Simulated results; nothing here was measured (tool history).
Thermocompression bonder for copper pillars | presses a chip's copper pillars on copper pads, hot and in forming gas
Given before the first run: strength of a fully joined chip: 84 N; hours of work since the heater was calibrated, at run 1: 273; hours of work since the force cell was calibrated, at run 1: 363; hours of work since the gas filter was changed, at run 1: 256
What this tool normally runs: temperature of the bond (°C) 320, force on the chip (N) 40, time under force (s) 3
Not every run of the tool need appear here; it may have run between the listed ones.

run,day,temperature of the bond (°C),force on the chip (N),time under force (s),hours of work since the heater was calibrated,hours of work since the force cell was calibrated,hours of work since the gas filter was changed,force that shears a chip off (N)
1,0.000,320,40,3,273,363,256,44.3
2,0.354,320,40,3,279,369,262,44.2
3,0.558,320,40,3,283,372,266,44.5
4,0.775,320,40,3,286,376,270,44.1
5,1.108,320,40,3,292,381,275,43.6
6,1.504,320,40,3,299,388,282,44.9
7,1.942,320,36,3,306,396,289,40.8
8,2.212,320,36,3,311,400,294,42.3
9,2.442,300,40,3,315,404,298,34.6
10,2.746,320,40,3,320,409,303,44.3
11,2.971,320,40,3,324,413,307,44.6
12,3.250,320,40,4,328,418,312,48.4
13,3.458,320,40,4,332,421,315,48.6
14,3.704,320,40,4,336,426,319,48.7
15,3.933,320,40,4,340,429,323,48.9
16,4.304,320,36,3,346,436,330,41.2
17,4.729,320,36,3,353,443,337,40.4
18,5.058,320,36,3,359,449,342,40.9
19,5.362,320,28,3,364,454,347,33.7
20,5.583,320,28,3,368,457,351,33.5
21,5.858,329,40,2,373,462,356,42.7
22,6.217,329,40,2,379,468,362,44.1
23,6.538,328,40,3,384,474,367,47.7
24,6.917,344,51,6,391,480,374,73.7
25,7.217,344,51,6,396,485,379,73.0
26,7.517,344,51,6,401,490,384,72.7
27,7.733,344,51,6,405,494,388,71.6
28,8.000,344,51,6,409,499,392,74.3
29,8.267,317,60,8,414,503,397,70.1
30,8.508,348,41,3,418,507,401,58.5
31,8.854,341,52,5,424,513,407,70.9
32,9.121,322,52,5,428,518,411,61.3
33,9.321,323,40,2,432,521,415,40.3
34,9.712,348,30,2,438,528,421,42.5
35,9.933,311,26,2,442,531,425,22.9
36,10.208,311,26,2,447,536,430,24.3
37,10.412,311,29,6,450,540,433,40.2
# day 10.508: forming gas filter changed
38,10.629,333,46,6,453,543,2,65.7
39,10.842,333,46,6,457,547,6,65.1
40,11.092,318,40,6,461,551,10,54.3

4 options for the next run, each taken on its own from the tool as it stands now. Forecast them:
A,11.296,320,40,6,465,554,13,?
B,11.296,337,44,2,465,554,13,?
C,11.296,318,39,6,465,554,13,?
D,11.296,320,31,3,465,554,13,?

run,force that shears a chip off (N)
A,53.1
B,49.0
C,52.9
D,36.2
Take away the tool's hidden state, keep each run's random variation, and the runs would have read:
run,force that shears a chip off (N)
A,53.2
B,49.1
C,53.0
D,36.3

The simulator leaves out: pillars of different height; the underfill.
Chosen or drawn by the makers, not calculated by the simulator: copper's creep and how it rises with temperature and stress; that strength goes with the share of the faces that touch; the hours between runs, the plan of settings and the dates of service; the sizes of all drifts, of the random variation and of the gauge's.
